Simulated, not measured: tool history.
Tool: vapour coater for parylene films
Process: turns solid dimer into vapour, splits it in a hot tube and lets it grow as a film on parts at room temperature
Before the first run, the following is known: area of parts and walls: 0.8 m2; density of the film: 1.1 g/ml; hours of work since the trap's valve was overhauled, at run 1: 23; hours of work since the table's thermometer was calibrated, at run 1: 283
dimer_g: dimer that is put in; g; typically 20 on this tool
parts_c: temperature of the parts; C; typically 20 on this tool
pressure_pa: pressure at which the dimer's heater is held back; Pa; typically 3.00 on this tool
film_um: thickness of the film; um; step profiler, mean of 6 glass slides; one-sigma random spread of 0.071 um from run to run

run,hour,dimer_g,parts_c,pressure_pa,hours of work since the trap's valve was overhauled,hours of work since the table's thermometer was calibrated,film_um
1,0.0,20,20,3.00,23,283,19.77
2,11.4,20,20,3.00,29,289,19.63
3,18.5,20,20,6.25,32,292,16.99
4,27.7,20,20,6.25,37,296,16.96
5,38.9,10,20,3.00,42,302,9.83
6,53.4,11,20,3.00,49,309,10.78
7,70.2,11,20,3.00,57,317,10.79
# hour 75.3: trap's valve overhauled
8,85.9,11,20,3.00,5,322,10.70
9,99.9,14,18,4.52,12,329,13.49
10,115.8,14,18,4.52,19,337,13.67
11,131.1,20,19,3.00,27,344,20.29
12,140.6,20,27,3.00,31,349,14.41
13,156.6,20,27,3.00,39,356,14.40
# hour 168.2: trap's valve overhauled, once more
14,169.0,20,27,3.00,0,360,14.78
15,180.8,30,28,11.12,6,366,16.19
16,190.9,30,20,5.07,11,371,26.69

Hidden state or all else? Some run-to-run changes of film_um, split into what the settings, what came in and random variation would give without the hidden state, and what is left for the hidden state (with any gauge scatter that isn't in both results):
Hidden state at play: vapour lost through the trap's worn valve, %; true temperature of the parts over the reading, C; drift of the gauge itself on film_um, %.
Run 13 -> 14: trap's valve overhauled, once more. film_um +0.38 um: hidden state +0.35, all else +0.03.
Run 15 -> 16: parts_c 28 -> 20, pressure_pa 11.12 -> 5.07. film_um +10.50 um: hidden state +0.08, all else +10.42.
